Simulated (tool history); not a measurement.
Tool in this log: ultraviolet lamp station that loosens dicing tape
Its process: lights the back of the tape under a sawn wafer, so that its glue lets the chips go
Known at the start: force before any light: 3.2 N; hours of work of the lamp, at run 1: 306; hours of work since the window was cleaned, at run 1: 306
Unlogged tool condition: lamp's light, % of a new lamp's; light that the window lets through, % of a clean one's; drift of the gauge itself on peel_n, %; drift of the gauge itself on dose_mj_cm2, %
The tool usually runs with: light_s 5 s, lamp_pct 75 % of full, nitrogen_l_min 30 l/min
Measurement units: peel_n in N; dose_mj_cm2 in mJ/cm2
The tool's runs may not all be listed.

run    hour  light_s  lamp_pct  nitrogen_l_min  hours of work of the lamp  hours of work since the window was cleaned  peel_n  dose_mj_cm2
  1     0.0        5        75              30                        306                                         306   0.231          375
  2    75.6        5        75              30                        340                                         340   0.244          363
  3   136.1        5        75              30                        368                                         368   0.261          357
  4   197.3        5        75              30                        397                                         397   0.281          347
  5   252.5        9        75              30                        422                                         422   0.106          618
  6   330.5        5        75              31                        458                                         458   0.284          334
      366.5  -- window cleaned of glue's vapour
  7   409.6        5        75              31                        494                                          20   0.207          392
  8   442.5        5        75              31                        510                                          35   0.215          390
  9   496.7        5        75              30                        535                                          60   0.228          376
 10   547.9        5        75              30                        558                                          84   0.228          375
 11   616.1        4        75              30                        590                                         115   0.370          293
 12   687.2        5        75              30                        623                                         148   0.261          356
 13   723.7        5        75              30                        639                                         165   0.253          355
 14   778.6        5        75              30                        665                                         190   0.273          343
 15   836.0        5        75              30                        691                                         217   0.299          333
 16   905.7        5        75              30                        723                                         249   0.305          328
 17   982.6        5        75              30                        759                                         284   0.320          316
 18  1058.3        5        75              30                        794                                         319   0.332          312
 19  1118.8        5        75              30                        822                                         347   0.359          307
 20  1156.4        8        75              30                        839                                         365   0.134          480
 21  1220.5        5        75              30                        869                                         394   0.366          291
 22  1272.7        5        75              30                        893                                         418   0.388          292
 23  1341.1        5        98              19                        924                                         450   0.346          363
 24  1383.2        5        98              19                        944                                         469   0.348          358
     1394.7  -- window cleaned of glue's vapour
     1406.3  -- lamp changed
 25  1427.3        8        89              24                         10                                          15   0.071          888
 26  1477.2        2        75               9                         33                                          38   1.326          181
 27  1515.1        2        75               9                         50                                          55   1.377          184
 28  1562.1        2        75               9                         72                                          77   1.389          178
 29  1603.7        4        92              58                         91                                          96   0.122          434
 30  1681.2        7        92              12                        127                                         132   0.140          741
 31  1753.8        6        64              45                        160                                         165   0.142          433
 32  1823.3        6        64              45                        193                                         197   0.139          417
 33  1885.4        4        65              12                        221                                         226   0.763          281
 34  1939.7        5        99              14                        246                                         251   0.201          523
 35  1977.8        5        60              35                        264                                         269   0.314          314
 36  2015.4        5        83              35                        281                                         286   0.152          427
 37  2063.2        2        65              35                        303                                         308   1.131          131
 38  2122.8        5        67              12                        331                                         336   0.571          330
 39  2201.4        5        64              31                        367                                         372   0.337          311
 40  2242.4        5        66              11                        386                                         391   0.633          313
 41  2299.2        5        66              11                        412                                         417   0.695          310
 42  2366.0        4        97              10                        443                                         448   0.585          352

Had the tool no unlogged condition, and each run kept its random variation, what would the results have been?
run  peel_n  dose_mj_cm2
  1   0.146          473
  2   0.147          469
  3   0.152          472
  4   0.157          469
  5   0.085          851
  6   0.141          473
  7   0.146          471
  8   0.146          474
  9   0.150          466
 10   0.143          471
 11   0.225          378
 12   0.151          470
 13   0.140          473
 14   0.145          468
 15   0.157          465
 16   0.151          468
 17   0.148          465
 18   0.148          471
 19   0.155          473
 20   0.076          751
 21   0.142          468
 22   0.146          476
 23   0.123          610
 24   0.122          611
 25   0.071          900
 26   1.293          187
 27   1.329          191
 28   1.324          188
 29   0.110          465
 30   0.122          814
 31   0.118          486
 32   0.110          479
 33   0.603          328
 34   0.140          623
 35   0.217          378
 36   0.106          520
 37   0.885          163
 38   0.381          419
 39   0.198          405
 40   0.401          413
 41   0.426          416
 42   0.330          485
